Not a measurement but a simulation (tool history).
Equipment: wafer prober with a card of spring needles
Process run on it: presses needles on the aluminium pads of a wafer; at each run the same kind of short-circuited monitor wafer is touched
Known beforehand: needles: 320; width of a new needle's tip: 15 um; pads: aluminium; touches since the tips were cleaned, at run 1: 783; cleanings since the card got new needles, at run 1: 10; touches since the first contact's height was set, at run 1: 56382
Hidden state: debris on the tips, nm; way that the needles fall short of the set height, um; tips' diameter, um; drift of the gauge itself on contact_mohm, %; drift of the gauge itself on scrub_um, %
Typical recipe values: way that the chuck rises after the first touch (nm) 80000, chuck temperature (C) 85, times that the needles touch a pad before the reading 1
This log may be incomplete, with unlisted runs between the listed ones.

| run | hour | way that the chuck rises after the first touch (nm) | chuck temperature (C) | times that the needles touch a pad before the reading | touches since the tips were cleaned | cleanings since the card got new needles | touches since the first contact's height was set | resistance of one needle with its contact and lead (mohm) | way that a needle slides on the pad (nm) |
|---|---|---|---|---|---|---|---|---|---|
| 1 | 0.0 | 80000 | 85 | 1 | 783 | 10 | 56382 | 198 | 21300 |
|  | 10.0 | tips cleaned on abrasive film |
|  | 22.5 | tips cleaned on abrasive film |
|  | 35.0 | tips cleaned on abrasive film |
| 2 | 40.7 | 80000 | 69 | 1 | 2799 | 13 | 76103 | 207 | 21400 |
|  | 45.8 | tips cleaned on abrasive film |
|  | 55.8 | tips cleaned on abrasive film |
|  | 68.2 | tips cleaned on abrasive film |
|  | 80.7 | tips cleaned on abrasive film |
|  | 90.7 | tips cleaned on abrasive film |
|  | 103.2 | tips cleaned on abrasive film |
|  | 115.7 | tips cleaned on abrasive film |
|  | 128.2 | tips cleaned on abrasive film |
| 3 | 136.1 | 63000 | 85 | 1 | 3876 | 21 | 122282 | 232 | 16670 |
|  | 138.7 | tips cleaned on abrasive film |
|  | 148.7 | tips cleaned on abrasive film |
|  | 158.7 | tips cleaned on abrasive film |
|  | 171.2 | tips cleaned on abrasive film |
|  | 183.7 | tips cleaned on abrasive film |
|  | 196.1 | tips cleaned on abrasive film |
|  | 208.6 | tips cleaned on abrasive film |
|  | 221.1 | tips cleaned on abrasive film |
|  | 232.5 | tips cleaned on abrasive film |
| 4 | 232.5 | 63000 | 85 | 1 | 0 | 30 | 168899 | 198 | 16410 |
|  | 242.5 | tips cleaned on abrasive film |
|  | 252.7 | height of the first contact set anew |
|  | 255.3 | tips cleaned on abrasive film |
|  | 267.8 | tips cleaned on abrasive film |
|  | 280.3 | tips cleaned on abrasive film |
|  | 290.3 | tips cleaned on abrasive film |
|  | 302.7 | tips cleaned on abrasive film |
|  | 312.7 | tips cleaned on abrasive film |
| 5 | 317.2 | 63000 | 85 | 1 | 2180 | 37 | 31189 | 216 | 16890 |
|  | 324.7 | tips cleaned on abrasive film |
|  | 334.7 | tips cleaned on abrasive film |
|  | 344.7 | tips cleaned on abrasive film |
|  | 354.7 | tips cleaned on abrasive film |
|  | 367.2 | tips cleaned on abrasive film |
| 6 | 372.9 | 63000 | 85 | 1 | 2765 | 42 | 58127 | 222 | 16700 |
|  | 377.9 | tips cleaned on abrasive film |
|  | 388.0 | tips cleaned on abrasive film |
|  | 398.0 | tips cleaned on abrasive film |
|  | 410.4 | tips cleaned on abrasive film |
|  | 420.4 | tips cleaned on abrasive film |
|  | 430.4 | tips cleaned on abrasive film |
| 7 | 431.7 | 63000 | 85 | 1 | 616 | 48 | 86544 | 203 | 16660 |
|  | 441.7 | tips cleaned on abrasive film |
|  | 451.7 | tips cleaned on abrasive film |
|  | 461.7 | tips cleaned on abrasive film |
|  | 471.7 | tips cleaned on abrasive film |
|  | 484.2 | tips cleaned on abrasive film |
|  | 496.7 | tips cleaned on abrasive film |
|  | 506.7 | tips cleaned on abrasive film |
|  | 516.7 | tips cleaned on abrasive film |
| 8 | 523.2 | 63000 | 85 | 1 | 3158 | 56 | 130797 | 227 | 16420 |
|  | 528.2 | tips cleaned on abrasive film |
|  | 538.2 | tips cleaned on abrasive film |
|  | 550.7 | tips cleaned on abrasive film |
|  | 560.7 | tips cleaned on abrasive film |
|  | 570.7 | tips cleaned on abrasive film |
| 9 | 572.8 | 63000 | 85 | 1 | 1032 | 61 | 154795 | 210 | 16270 |
|  | 582.8 | tips cleaned on abrasive film |
|  | 595.3 | tips cleaned on abrasive film |
|  | 607.8 | tips cleaned on abrasive film |
|  | 617.8 | tips cleaned on abrasive film |
|  | 620.6 | height of the first contact set anew |
|  | 628.1 | tips cleaned on abrasive film |
|  | 640.6 | tips cleaned on abrasive film |
|  | 653.1 | tips cleaned on abrasive film |
| 10 | 662.9 | 63000 | 85 | 1 | 4808 | 68 | 20521 | 235 | 16860 |
|  | 665.5 | tips cleaned on abrasive film |
|  | 675.5 | tips cleaned on abrasive film |
|  | 685.5 | tips cleaned on abrasive film |
|  | 695.5 | tips cleaned on abrasive film |
|  | 708.0 | tips cleaned on abrasive film |
|  | 718.0 | tips cleaned on abrasive film |
| 11 | 718.9 | 63000 | 85 | 1 | 447 | 74 | 47559 | 201 | 16770 |
|  | 728.9 | tips cleaned on abrasive film |
|  | 741.4 | tips cleaned on abrasive film |
|  | 753.9 | tips cleaned on abrasive film |
|  | 766.4 | tips cleaned on abrasive film |
|  | 778.8 | tips cleaned on abrasive film |
|  | 791.3 | tips cleaned on abrasive film |
| 12 | 794.6 | 66000 | 39 | 2 | 1582 | 80 | 84194 | 195 | 17500 |
|  | 802.1 | tips cleaned on abrasive film |
|  | 812.1 | tips cleaned on abrasive film |
|  | 822.1 | tips cleaned on abrasive film |
|  | 834.6 | tips cleaned on abrasive film |
|  | 844.6 | tips cleaned on abrasive film |
|  | 854.6 | tips cleaned on abrasive film |
|  | 867.1 | tips cleaned on abrasive film |
|  | 877.1 | tips cleaned on abrasive film |
|  | 889.5 | tips cleaned on abrasive film |
| 13 | 889.6 | 65000 | 26 | 1 | 44 | 89 | 130166 | 185 | 17150 |
|  | 899.6 | tips cleaned on abrasive film |
|  | 912.1 | tips cleaned on abrasive film |
|  | 924.6 | tips cleaned on abrasive film |
|  | 937.1 | tips cleaned on abrasive film |
| 14 | 946.4 | 74000 | 26 | 1 | 4534 | 93 | 157659 | 216 | 19410 |
|  | 948.9 | tips cleaned on abrasive film |
|  | 958.9 | tips cleaned on abrasive film |
|  | 968.9 | tips cleaned on abrasive film |
|  | 981.4 | tips cleaned on abrasive film |
|  | 989.1 | height of the first contact set anew |
|  | 994.2 | tips cleaned on abrasive film |
|  | 1004.2 | tips cleaned on abrasive film |
| 15 | 1008.7 | 74000 | 26 | 1 | 2181 | 99 | 9434 | 201 | 19950 |
|  | 1016.2 | tips cleaned on abrasive film |
|  | 1028.7 | tips cleaned on abrasive film |
|  | 1041.2 | tips cleaned on abrasive film |
|  | 1053.6 | tips cleaned on abrasive film |
|  | 1063.6 | tips cleaned on abrasive film |
| 16 | 1072.3 | 64000 | 85 | 1 | 4224 | 104 | 40249 | 236 | 17040 |
|  | 1074.9 | tips cleaned on abrasive film |
|  | 1084.9 | tips cleaned on abrasive film |
|  | 1094.9 | tips cleaned on abrasive film |
|  | 1107.4 | tips cleaned on abrasive film |
|  | 1117.4 | tips cleaned on abrasive film |
| 17 | 1119.5 | 80000 | 81 | 2 | 1016 | 109 | 63021 | 197 | 21400 |
|  | 1129.5 | tips cleaned on abrasive film |
|  | 1141.9 | tips cleaned on abrasive film |
|  | 1154.4 | tips cleaned on abrasive film |
|  | 1164.4 | tips cleaned on abrasive film |
| 18 | 1167.1 | 80000 | 81 | 2 | 1294 | 113 | 86071 | 199 | 21200 |
|  | 1174.6 | tips cleaned on abrasive film |
|  | 1184.6 | tips cleaned on abrasive film |
|  | 1197.1 | tips cleaned on abrasive film |
|  | 1207.1 | tips cleaned on abrasive film |
|  | 1217.1 | tips cleaned on abrasive film |
|  | 1229.6 | tips cleaned on abrasive film |
|  | 1239.6 | tips cleaned on abrasive film |
| 19 | 1241.7 | 80000 | 81 | 2 | 1026 | 120 | 122146 | 193 | 21200 |
|  | 1251.7 | tips cleaned on abrasive film |
|  | 1261.7 | tips cleaned on abrasive film |
|  | 1274.2 | tips cleaned on abrasive film |
|  | 1284.2 | tips cleaned on abrasive film |
|  | 1294.2 | tips cleaned on abrasive film |
|  | 1306.7 | tips cleaned on abrasive film |
|  | 1319.1 | tips cleaned on abrasive film |
| 20 | 1326.0 | 80000 | 81 | 2 | 3367 | 127 | 162983 | 206 | 20880 |
|  | 1331.1 | tips cleaned on abrasive film |
|  | 1343.6 | tips cleaned on abrasive film |
|  | 1353.6 | tips cleaned on abrasive film |
|  | 1358.8 | height of the first contact set anew |
|  | 1363.9 | tips cleaned on abrasive film |
|  | 1376.4 | tips cleaned on abrasive film |
| 21 | 1385.7 | 80000 | 81 | 2 | 4545 | 132 | 13006 | 210 | 21430 |
|  | 1388.2 | tips cleaned on abrasive film |
|  | 1400.7 | tips cleaned on abrasive film |
|  | 1410.7 | tips cleaned on abrasive film |
|  | 1423.2 | tips cleaned on abrasive film |
| 22 | 1426.0 | 63000 | 81 | 2 | 1380 | 136 | 32517 | 207 | 16750 |

How the hidden state differs across the entries between the runs, from the last listed run before each to the first after it:
Between runs 1 and 2: tips cleaned on abrasive film (hour 10.0); tips cleaned on abrasive film (hour 22.5); tips cleaned on abrasive film (hour 35.0)
  debris on the tips, nm: 27.5 -> 77; way that the needles fall short of the set height, um: 0.62 -> 0.79; tips' diameter, um: 15.22 -> 15.28
  the result without the hidden state subtracted from the measured one, resistance of one needle with its contact and lead (mohm): +8 -> +22; way that a needle slides on the pad (nm): -160 -> -210
Between runs 2 and 3: tips cleaned on abrasive film (hour 45.8); tips cleaned on abrasive film (hour 55.8); tips cleaned on abrasive film (hour 68.2); tips cleaned on abrasive film (hour 80.7); tips cleaned on abrasive film (hour 90.7); tips cleaned on abrasive film (hour 103.2); tips cleaned on abrasive film (hour 115.7); tips cleaned on abrasive film (hour 128.2)
  debris on the tips, nm: 77 -> 95.4; way that the needles fall short of the set height, um: 0.79 -> 1.28; tips' diameter, um: 15.28 -> 15.45
  the result without the hidden state subtracted from the measured one, resistance of one needle with its contact and lead (mohm): +22 -> +39; way that a needle slides on the pad (nm): -210 -> -340
Between runs 3 and 4: tips cleaned on abrasive film (hour 138.7); tips cleaned on abrasive film (hour 148.7); tips cleaned on abrasive film (hour 158.7); tips cleaned on abrasive film (hour 171.2); tips cleaned on abrasive film (hour 183.7); tips cleaned on abrasive film (hour 196.1); tips cleaned on abrasive film (hour 208.6); tips cleaned on abrasive film (hour 221.1); tips cleaned on abrasive film (hour 232.5)
  debris on the tips, nm: 95.4 -> 11.4; way that the needles fall short of the set height, um: 1.28 -> 1.77; tips' diameter, um: 15.45 -> 15.62
  the result without the hidden state subtracted from the measured one, resistance of one needle with its contact and lead (mohm): +39 -> +5; way that a needle slides on the pad (nm): -340 -> -480
Between runs 4 and 5: tips cleaned on abrasive film (hour 242.5); height of the first contact set anew (hour 252.7); tips cleaned on abrasive film (hour 255.3); tips cleaned on abrasive film (hour 267.8); tips cleaned on abrasive film (hour 280.3); tips cleaned on abrasive film (hour 290.3); tips cleaned on abrasive film (hour 302.7); tips cleaned on abrasive film (hour 312.7)
  debris on the tips, nm: 11.4 -> 60.9; way that the needles fall short of the set height, um: 1.77 -> 0.36; tips' diameter, um: 15.62 -> 15.77
  the result without the hidden state subtracted from the measured one, resistance of one needle with its contact and lead (mohm): +5 -> +25; way that a needle slides on the pad (nm): -480 -> -100
Between runs 5 and 6: tips cleaned on abrasive film (hour 324.7); tips cleaned on abrasive film (hour 334.7); tips cleaned on abrasive film (hour 344.7); tips cleaned on abrasive film (hour 354.7); tips cleaned on abrasive film (hour 367.2)
  debris on the tips, nm: 60.9 -> 74.6; way that the needles fall short of the set height, um: 0.36 -> 0.66; tips' diameter, um: 15.77 -> 15.87
  the result without the hidden state subtracted from the measured one, resistance of one needle with its contact and lead (mohm): +25 -> +31; way that a needle slides on the pad (nm): -100 -> -180
Between runs 6 and 7: tips cleaned on abrasive film (hour 377.9); tips cleaned on abrasive film (hour 388.0); tips cleaned on abrasive film (hour 398.0); tips cleaned on abrasive film (hour 410.4); tips cleaned on abrasive film (hour 420.4); tips cleaned on abrasive film (hour 430.4)
  debris on the tips, nm: 74.6 -> 26.2; way that the needles fall short of the set height, um: 0.66 -> 1.01; tips' diameter, um: 15.87 -> 16
  the result without the hidden state subtracted from the measured one, resistance of one needle with its contact and lead (mohm): +31 -> +12; way that a needle slides on the pad (nm): -180 -> -270
Between runs 7 and 8: tips cleaned on abrasive film (hour 441.7); tips cleaned on abrasive film (hour 451.7); tips cleaned on abrasive film (hour 461.7); tips cleaned on abrasive film (hour 471.7); tips cleaned on abrasive film (hour 484.2); tips cleaned on abrasive film (hour 496.7); tips cleaned on abrasive film (hour 506.7); tips cleaned on abrasive film (hour 516.7)
  debris on the tips, nm: 26.2 -> 73.6; way that the needles fall short of the set height, um: 1.01 -> 1.46; tips' diameter, um: 16 -> 16.15
  the result without the hidden state subtracted from the measured one, resistance of one needle with its contact and lead (mohm): +12 -> +33; way that a needle slides on the pad (nm): -270 -> -390
Between runs 8 and 9: tips cleaned on abrasive film (hour 528.2); tips cleaned on abrasive film (hour 538.2); tips cleaned on abrasive film (hour 550.7); tips cleaned on abrasive film (hour 560.7); tips cleaned on abrasive film (hour 570.7)
  debris on the tips, nm: 73.6 -> 38.8; way that the needles fall short of the set height, um: 1.46 -> 1.79; tips' diameter, um: 16.15 -> 16.27
  the result without the hidden state subtracted from the measured one, resistance of one needle with its contact and lead (mohm): +33 -> +18; way that a needle slides on the pad (nm): -390 -> -480
Between runs 9 and 10: tips cleaned on abrasive film (hour 582.8); tips cleaned on abrasive film (hour 595.3); tips cleaned on abrasive film (hour 607.8); tips cleaned on abrasive film (hour 617.8); height of the first contact set anew (hour 620.6); tips cleaned on abrasive film (hour 628.1); tips cleaned on abrasive film (hour 640.6); tips cleaned on abrasive film (hour 653.1)
  debris on the tips, nm: 38.8 -> 102.7; way that the needles fall short of the set height, um: 1.79 -> 0.16; tips' diameter, um: 16.27 -> 16.41
  the result without the hidden state subtracted from the measured one, resistance of one needle with its contact and lead (mohm): +18 -> +44; way that a needle slides on the pad (nm): -480 -> -50
Between runs 10 and 11: tips cleaned on abrasive film (hour 665.5); tips cleaned on abrasive film (hour 675.5); tips cleaned on abrasive film (hour 685.5); tips cleaned on abrasive film (hour 695.5); tips cleaned on abrasive film (hour 708.0); tips cleaned on abrasive film (hour 718.0)
  debris on the tips, nm: 102.7 -> 24.9; way that the needles fall short of the set height, um: 0.16 -> 0.53; tips' diameter, um: 16.41 -> 16.54
  the result without the hidden state subtracted from the measured one, resistance of one needle with its contact and lead (mohm): +44 -> +11; way that a needle slides on the pad (nm): -50 -> -140
Between runs 11 and 12: tips cleaned on abrasive film (hour 728.9); tips cleaned on abrasive film (hour 741.4); tips cleaned on abrasive film (hour 753.9); tips cleaned on abrasive film (hour 766.4); tips cleaned on abrasive film (hour 778.8); tips cleaned on abrasive film (hour 791.3)
  debris on the tips, nm: 24.9 -> 51.1; way that the needles fall short of the set height, um: 0.53 -> 0.9; tips' diameter, um: 16.54 -> 16.67
  the result without the hidden state subtracted from the measured one, resistance of one needle with its contact and lead (mohm): +11 -> +14; way that a needle slides on the pad (nm): -140 -> -240
Between runs 12 and 13: tips cleaned on abrasive film (hour 802.1); tips cleaned on abrasive film (hour 812.1); tips cleaned on abrasive film (hour 822.1); tips cleaned on abrasive film (hour 834.6); tips cleaned on abrasive film (hour 844.6); tips cleaned on abrasive film (hour 854.6); tips cleaned on abrasive film (hour 867.1); tips cleaned on abrasive film (hour 877.1); tips cleaned on abrasive film (hour 889.5)
  debris on the tips, nm: 51.1 -> 12.1; way that the needles fall short of the set height, um: 0.9 -> 1.45; tips' diameter, um: 16.67 -> 16.86
  the result without the hidden state subtracted from the measured one, resistance of one needle with its contact and lead (mohm): +14 -> +7; way that a needle slides on the pad (nm): -240 -> -400
Between runs 13 and 14: tips cleaned on abrasive film (hour 899.6); tips cleaned on abrasive film (hour 912.1); tips cleaned on abrasive film (hour 924.6); tips cleaned on abrasive film (hour 937.1)
  debris on the tips, nm: 12.1 -> 98.3; way that the needles fall short of the set height, um: 1.45 -> 1.7; tips' diameter, um: 16.86 -> 16.95
  the result without the hidden state subtracted from the measured one, resistance of one needle with its contact and lead (mohm): +7 -> +39; way that a needle slides on the pad (nm): -400 -> -450
Between runs 14 and 15: tips cleaned on abrasive film (hour 948.9); tips cleaned on abrasive film (hour 958.9); tips cleaned on abrasive film (hour 968.9); tips cleaned on abrasive film (hour 981.4); height of the first contact set anew (hour 989.1); tips cleaned on abrasive film (hour 994.2); tips cleaned on abrasive film (hour 1004.2)
  debris on the tips, nm: 98.3 -> 57; way that the needles fall short of the set height, um: 1.7 -> 0.12; tips' diameter, um: 16.95 -> 17.08
  the result without the hidden state subtracted from the measured one, resistance of one needle with its contact and lead (mohm): +39 -> +22; way that a needle slides on the pad (nm): -450 -> -30
Between runs 15 and 16: tips cleaned on abrasive film (hour 1016.2); tips cleaned on abrasive film (hour 1028.7); tips cleaned on abrasive film (hour 1041.2); tips cleaned on abrasive film (hour 1053.6); tips cleaned on abrasive film (hour 1063.6)
  debris on the tips, nm: 57 -> 96.8; way that the needles fall short of the set height, um: 0.12 -> 0.43; tips' diameter, um: 17.08 -> 17.18
  the result without the hidden state subtracted from the measured one, resistance of one needle with its contact and lead (mohm): +22 -> +44; way that a needle slides on the pad (nm): -30 -> -120
Between runs 16 and 17: tips cleaned on abrasive film (hour 1074.9); tips cleaned on abrasive film (hour 1084.9); tips cleaned on abrasive film (hour 1094.9); tips cleaned on abrasive film (hour 1107.4); tips cleaned on abrasive film (hour 1117.4)
  debris on the tips, nm: 96.8 -> 40.6; way that the needles fall short of the set height, um: 0.43 -> 0.71; tips' diameter, um: 17.18 -> 17.28
  the result without the hidden state subtracted from the measured one, resistance of one needle with its contact and lead (mohm): +44 -> +9; way that a needle slides on the pad (nm): -120 -> -190
Between runs 17 and 18: tips cleaned on abrasive film (hour 1129.5); tips cleaned on abrasive film (hour 1141.9); tips cleaned on abrasive film (hour 1154.4); tips cleaned on abrasive film (hour 1164.4)
  debris on the tips, nm: 40.6 -> 48.5; way that the needles fall short of the set height, um: 0.71 -> 0.98; tips' diameter, um: 17.28 -> 17.38
  the result without the hidden state subtracted from the measured one, resistance of one needle with its contact and lead (mohm): +9 -> +10; way that a needle slides on the pad (nm): -190 -> -260
Between runs 18 and 19: tips cleaned on abrasive film (hour 1174.6); tips cleaned on abrasive film (hour 1184.6); tips cleaned on abrasive film (hour 1197.1); tips cleaned on abrasive film (hour 1207.1); tips cleaned on abrasive film (hour 1217.1); tips cleaned on abrasive film (hour 1229.6); tips cleaned on abrasive film (hour 1239.6)
  debris on the tips, nm: 48.5 -> 36.2; way that the needles fall short of the set height, um: 0.98 -> 1.42; tips' diameter, um: 17.38 -> 17.53
  the result without the hidden state subtracted from the measured one, resistance of one needle with its contact and lead (mohm): +10 -> +8; way that a needle slides on the pad (nm): -260 -> -380
Between runs 19 and 20: tips cleaned on abrasive film (hour 1251.7); tips cleaned on abrasive film (hour 1261.7); tips cleaned on abrasive film (hour 1274.2); tips cleaned on abrasive film (hour 1284.2); tips cleaned on abrasive film (hour 1294.2); tips cleaned on abrasive film (hour 1306.7); tips cleaned on abrasive film (hour 1319.1)
  debris on the tips, nm: 36.2 -> 85.2; way that the needles fall short of the set height, um: 1.42 -> 1.84; tips' diameter, um: 17.53 -> 17.68
  the result without the hidden state subtracted from the measured one, resistance of one needle with its contact and lead (mohm): +8 -> +18; way that a needle slides on the pad (nm): -380 -> -490
Between runs 20 and 21: tips cleaned on abrasive film (hour 1331.1); tips cleaned on abrasive film (hour 1343.6); tips cleaned on abrasive film (hour 1353.6); height of the first contact set anew (hour 1358.8); tips cleaned on abrasive film (hour 1363.9); tips cleaned on abrasive film (hour 1376.4)
  debris on the tips, nm: 85.2 -> 95.2; way that the needles fall short of the set height, um: 1.84 -> 0.13; tips' diameter, um: 17.68 -> 17.78
  the result without the hidden state subtracted from the measured one, resistance of one needle with its contact and lead (mohm): +18 -> +19; way that a needle slides on the pad (nm): -490 -> -40
Between runs 21 and 22: tips cleaned on abrasive film (hour 1388.2); tips cleaned on abrasive film (hour 1400.7); tips cleaned on abrasive film (hour 1410.7); tips cleaned on abrasive film (hour 1423.2)
  debris on the tips, nm: 95.2 -> 49.2; way that the needles fall short of the set height, um: 0.13 -> 0.38; tips' diameter, um: 17.78 -> 17.87
  the result without the hidden state subtracted from the measured one, resistance of one needle with its contact and lead (mohm): +19 -> +15; way that a needle slides on the pad (nm): -40 -> -110
